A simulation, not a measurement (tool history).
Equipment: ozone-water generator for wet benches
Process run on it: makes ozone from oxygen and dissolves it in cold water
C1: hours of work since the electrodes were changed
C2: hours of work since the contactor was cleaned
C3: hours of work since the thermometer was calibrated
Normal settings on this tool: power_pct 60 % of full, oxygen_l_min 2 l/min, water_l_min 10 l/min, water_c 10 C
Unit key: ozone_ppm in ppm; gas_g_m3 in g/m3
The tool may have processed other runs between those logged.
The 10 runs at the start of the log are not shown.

Run 11, hour 322.7: usual settings but power_pct 43 % of full; C1 1404; C2 8184; C3 757. Result: ozone_ppm 16.8 ppm, gas_g_m3 162.5 g/m3.
Run 12, hour 344.5: usual settings but power_pct 64 % of full; C1 1419; C2 8199; C3 772. Result: ozone_ppm 22 ppm, gas_g_m3 215.1 g/m3.
Run 13, hour 371.7: usual settings but power_pct 64 % of full; C1 1437; C2 8217; C3 790. Result: ozone_ppm 22 ppm, gas_g_m3 216 g/m3.
Run 14, hour 398.5: usual settings but power_pct 64 % of full; C1 1455; C2 8236; C3 808. Result: ozone_ppm 21.9 ppm, gas_g_m3 215.3 g/m3.
Run 15, hour 429.1: usual settings; C1 1476; C2 8256; C3 829. Result: ozone_ppm 21 ppm, gas_g_m3 205 g/m3.
Run 16, hour 457.5: usual settings; C1 1496; C2 8276; C3 848. Result: ozone_ppm 21.3 ppm, gas_g_m3 207.1 g/m3.
Run 17, hour 502.1: usual settings but oxygen_l_min 3.53 l/min, water_l_min 16 l/min; C1 1526; C2 8306; C3 879. Result: ozone_ppm 14.8 ppm, gas_g_m3 148.2 g/m3.
Run 18, hour 536.7: usual settings but power_pct 78 % of full, oxygen_l_min 1.71 l/min; C1 1549; C2 8329; C3 902. Result: ozone_ppm 25.2 ppm, gas_g_m3 270.7 g/m3.
Run 19, hour 563.9: usual settings but power_pct 78 % of full, oxygen_l_min 1.71 l/min; C1 1568; C2 8348; C3 921. Result: ozone_ppm 24.8 ppm, gas_g_m3 273.2 g/m3.
Run 20, hour 604.9: usual settings but power_pct 78 % of full, oxygen_l_min 1.71 l/min; C1 1596; C2 8376; C3 948. Result: ozone_ppm 24.8 ppm, gas_g_m3 271.1 g/m3.
Run 21, hour 626.8: usual settings but power_pct 78 % of full, oxygen_l_min 1.26 l/min; C1 1611; C2 8391; C3 963. Result: ozone_ppm 24 ppm, gas_g_m3 322.8 g/m3.
Run 22, hour 657.3: usual settings but power_pct 53 % of full; C1 1631; C2 8411; C3 984. Result: ozone_ppm 19.3 ppm, gas_g_m3 187.4 g/m3.
Run 23, hour 690.4: usual settings but oxygen_l_min 2.03 l/min, water_c 5 C; C1 1654; C2 8434; C3 1007. Result: ozone_ppm 22.4 ppm, gas_g_m3 206.1 g/m3.
Run 24, hour 718.8: usual settings but oxygen_l_min 2.03 l/min, water_c 5 C; C1 1673; C2 8453; C3 1026. Result: ozone_ppm 22.3 ppm, gas_g_m3 205.7 g/m3.
Run 25, hour 747.9: usual settings but oxygen_l_min 2.03 l/min, water_c 5 C; C1 1693; C2 8473; C3 1046. Result: ozone_ppm 22.2 ppm, gas_g_m3 204.2 g/m3.
Run 26, hour 777.2: usual settings but oxygen_l_min 2.03 l/min, water_c 5 C; C1 1713; C2 8493; C3 1065. Result: ozone_ppm 22.5 ppm, gas_g_m3 204.1 g/m3.
Run 27, hour 800.7: usual settings but power_pct 44 % of full, water_l_min 11 l/min, water_c 6 C; C1 1729; C2 8509; C3 1081. Result: ozone_ppm 15.8 ppm, gas_g_m3 164.1 g/m3.
Run 28, hour 840.6: usual settings but power_pct 40 % of full, oxygen_l_min 1.12 l/min, water_l_min 14 l/min, water_c 9 C; C1 1756; C2 8536; C3 1109. Result: ozone_ppm 10.2 ppm, gas_g_m3 210.2 g/m3.
Run 29, hour 875.3: usual settings but power_pct 40 % of full, oxygen_l_min 1.07 l/min, water_l_min 14 l/min, water_c 18 C; C1 1779; C2 8559; C3 1132. Result: ozone_ppm 9.5 ppm, gas_g_m3 218.4 g/m3.
Run 30, hour 900.2: usual settings but power_pct 95 % of full, oxygen_l_min 1.72 l/min, water_l_min 14 l/min, water_c 5 C; C1 1796; C2 8576; C3 1149. Result: ozone_ppm 21.6 ppm, gas_g_m3 313 g/m3.
Run 31, hour 938.6: usual settings but power_pct 92 % of full; C1 1822; C2 8602; C3 1175. Result: ozone_ppm 28.8 ppm, gas_g_m3 277.9 g/m3.
Run 32, hour 967: usual settings but power_pct 92 % of full; C1 1842; C2 8622; C3 1194. Result: ozone_ppm 28.7 ppm, gas_g_m3 278.9 g/m3.

Alternative continuations, all from the tool just after run 32; predict every row:
Run A, hour 1003.6: usual settings but power_pct 58 % of full; C1 1866; C2 8646; C3 1219. Result: ozone_ppm ?, gas_g_m3 ?.
Run B, hour 1003.6: usual settings but oxygen_l_min 1.53 l/min, water_l_min 13 l/min, water_c 6 C; C1 1866; C2 8646; C3 1219. Result: ozone_ppm ?, gas_g_m3 ?.
Run C, hour 1003.6: usual settings but power_pct 61 % of full, water_l_min 8 l/min, water_c 7 C; C1 1866; C2 8646; C3 1219. Result: ozone_ppm ?, gas_g_m3 ?.

run  ozone_ppm  gas_g_m3
  A       20.9       201
  B       15.9     240.1
  C       26.5     207.9
What these runs would have given with no unlogged condition in the tool:
run  ozone_ppm  gas_g_m3
  A       20.9       201
  B       15.9     240.1
  C       26.5     207.9
